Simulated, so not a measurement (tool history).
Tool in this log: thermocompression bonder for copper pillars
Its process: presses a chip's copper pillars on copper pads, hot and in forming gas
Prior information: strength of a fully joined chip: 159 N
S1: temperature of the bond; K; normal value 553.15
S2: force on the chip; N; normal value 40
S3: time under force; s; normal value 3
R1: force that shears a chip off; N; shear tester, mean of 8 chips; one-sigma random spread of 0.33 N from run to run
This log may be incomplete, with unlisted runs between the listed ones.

| run | hour | S1 | S2 | S3 | R1 |
|---|---|---|---|---|---|
| 1 | 0 | 553.15 | 40 | 3 | 64.5 |
| 2 | 32.6 | 553.15 | 40 | 3 | 64.3 |
| 3 | 53.6 | 553.15 | 40 | 3 | 64.8 |
| 4 | 74 | 553.15 | 55 | 3 | 74.3 |
| 5 | 114.8 | 553.15 | 55 | 3 | 73.8 |
| 6 | 154 | 553.15 | 40 | 5 | 76.8 |
| 7 | 186.3 | 553.15 | 40 | 3 | 64.2 |
|  | 196.4 | forming gas filter changed |
| 8 | 221.7 | 553.15 | 40 | 3 | 63.7 |
| 9 | 264.6 | 553.15 | 40 | 3 | 63.7 |
| 10 | 308.1 | 553.15 | 40 | 3 | 63.3 |
| 11 | 338.6 | 553.15 | 40 | 3 | 62.9 |
| 12 | 369.6 | 553.15 | 40 | 3 | 63.4 |
|  | 392.9 | forming gas filter changed |
| 13 | 395.8 | 553.15 | 40 | 3 | 63.7 |
| 14 | 436.1 | 553.15 | 40 | 3 | 63.6 |
| 15 | 467 | 553.15 | 40 | 2 | 54.1 |
| 16 | 486.3 | 553.15 | 40 | 2 | 53.7 |
| 17 | 506.2 | 553.15 | 40 | 2 | 53.9 |
| 18 | 544.2 | 533.15 | 40 | 3 | 48.4 |
| 19 | 583 | 553.15 | 42 | 3 | 64.9 |
|  | 588.2 | forming gas filter changed |
| 20 | 626.7 | 553.15 | 42 | 3 | 64.3 |
| 21 | 657.3 | 553.15 | 42 | 3 | 64.4 |

The next listed run, before its measurement:
| 22 | 683 | 553.15 | 42 | 3 | ? |

R1: 64 N
With the hidden condition absent and the run-to-run variation left alone, this run would have shown R1 65.6 N.
